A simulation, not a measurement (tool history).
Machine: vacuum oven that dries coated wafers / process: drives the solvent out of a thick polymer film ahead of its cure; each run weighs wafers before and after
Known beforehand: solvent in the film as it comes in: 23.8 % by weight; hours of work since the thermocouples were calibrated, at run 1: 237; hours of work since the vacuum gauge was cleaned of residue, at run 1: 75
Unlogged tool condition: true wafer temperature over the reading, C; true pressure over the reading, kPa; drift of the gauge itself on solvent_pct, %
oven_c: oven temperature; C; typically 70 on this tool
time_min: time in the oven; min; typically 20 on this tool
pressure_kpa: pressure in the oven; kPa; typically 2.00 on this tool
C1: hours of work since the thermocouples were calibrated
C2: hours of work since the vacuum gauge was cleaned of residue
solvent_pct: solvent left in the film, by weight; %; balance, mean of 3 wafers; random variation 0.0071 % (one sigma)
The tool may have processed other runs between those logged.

{"run": 1, "hour": 0.0, "oven_c": 70, "time_min": 20, "pressure_kpa": 2.0, "C1": 237, "C2": 75, "solvent_pct": 1.423}
{"run": 2, "hour": 6.9, "oven_c": 70, "time_min": 20, "pressure_kpa": 2.0, "C1": 241, "C2": 79, "solvent_pct": 1.424}
{"run": 3, "hour": 13.8, "oven_c": 70, "time_min": 20, "pressure_kpa": 2.0, "C1": 246, "C2": 84, "solvent_pct": 1.442}
{"run": 4, "hour": 27.2, "oven_c": 70, "time_min": 20, "pressure_kpa": 2.0, "C1": 254, "C2": 92, "solvent_pct": 1.433}
{"run": 5, "hour": 36.6, "oven_c": 70, "time_min": 20, "pressure_kpa": 2.57, "C1": 260, "C2": 98, "solvent_pct": 1.665}
{"run": 6, "hour": 47.2, "oven_c": 70, "time_min": 19, "pressure_kpa": 2.0, "C1": 267, "C2": 105, "solvent_pct": 1.538}
{"run": 7, "hour": 59.5, "oven_c": 77, "time_min": 20, "pressure_kpa": 2.0, "C1": 275, "C2": 113, "solvent_pct": 0.687}
{"run": 8, "hour": 73.7, "oven_c": 77, "time_min": 20, "pressure_kpa": 2.0, "C1": 284, "C2": 122, "solvent_pct": 0.684}
{"run": 9, "hour": 82.6, "oven_c": 77, "time_min": 20, "pressure_kpa": 2.0, "C1": 289, "C2": 128, "solvent_pct": 0.678}
{"run": 10, "hour": 91.0, "oven_c": 77, "time_min": 20, "pressure_kpa": 2.0, "C1": 295, "C2": 133, "solvent_pct": 0.669}
{"run": 11, "hour": 102.9, "oven_c": 77, "time_min": 20, "pressure_kpa": 2.0, "C1": 302, "C2": 140, "solvent_pct": 0.694}
{"run": 12, "hour": 109.7, "oven_c": 55, "time_min": 20, "pressure_kpa": 2.0, "C1": 307, "C2": 145, "solvent_pct": 7.669}
{"run": 13, "hour": 120.0, "oven_c": 80, "time_min": 18, "pressure_kpa": 2.12, "C1": 313, "C2": 151, "solvent_pct": 0.6}
{"run": 14, "hour": 130.5, "oven_c": 73, "time_min": 14, "pressure_kpa": 2.12, "C1": 320, "C2": 158, "solvent_pct": 1.71}
{"run": 15, "hour": 140.6, "oven_c": 73, "time_min": 14, "pressure_kpa": 2.12, "C1": 326, "C2": 165, "solvent_pct": 1.721}
{"run": 16, "hour": 154.8, "oven_c": 73, "time_min": 14, "pressure_kpa": 2.12, "C1": 335, "C2": 174, "solvent_pct": 1.709}
{"run": 17, "hour": 167.1, "oven_c": 68, "time_min": 17, "pressure_kpa": 2.0, "C1": 343, "C2": 181, "solvent_pct": 2.37}
{"run": 18, "hour": 173.0, "oven_c": 68, "time_min": 17, "pressure_kpa": 6.35, "C1": 347, "C2": 185, "solvent_pct": 4.163}
{"run": 19, "hour": 180.9, "oven_c": 68, "time_min": 17, "pressure_kpa": 6.35, "C1": 352, "C2": 190, "solvent_pct": 4.143}
{"run": 20, "hour": 187.5, "oven_c": 57, "time_min": 29, "pressure_kpa": 4.04, "C1": 356, "C2": 194, "solvent_pct": 5.529}
{"run": 21, "hour": 193.3, "oven_c": 56, "time_min": 20, "pressure_kpa": 4.01, "C1": 360, "C2": 198, "solvent_pct": 8.174}

Consider 5 possible next runs. They are alternatives, not a sequence: every one starts from the tool as it was left by run 21. What does each give?
{"run": "A", "hour": 207.0, "oven_c": 65, "time_min": 29, "pressure_kpa": 2.0, "C1": 369, "C2": 207, "solvent_pct": "?"}
{"run": "B", "hour": 207.0, "oven_c": 65, "time_min": 27, "pressure_kpa": 2.83, "C1": 369, "C2": 207, "solvent_pct": "?"}
{"run": "C", "hour": 207.0, "oven_c": 78, "time_min": 20, "pressure_kpa": 4.01, "C1": 369, "C2": 207, "solvent_pct": "?"}
{"run": "D", "hour": 207.0, "oven_c": 56, "time_min": 12, "pressure_kpa": 4.01, "C1": 369, "C2": 207, "solvent_pct": "?"}
{"run": "E", "hour": 207.0, "oven_c": 64, "time_min": 20, "pressure_kpa": 4.01, "C1": 369, "C2": 207, "solvent_pct": "?"}

run=A solvent_pct=1.616
run=B solvent_pct=2.178
run=C solvent_pct=1.211
run=D solvent_pct=11.297
run=E solvent_pct=4.033
The same runs, with their run-to-run variation unchanged, on a tool lacking any hidden condition would have given:
run=A solvent_pct=1.688
run=B solvent_pct=2.274
run=C solvent_pct=1.223
run=D solvent_pct=11.565
run=E solvent_pct=4.225
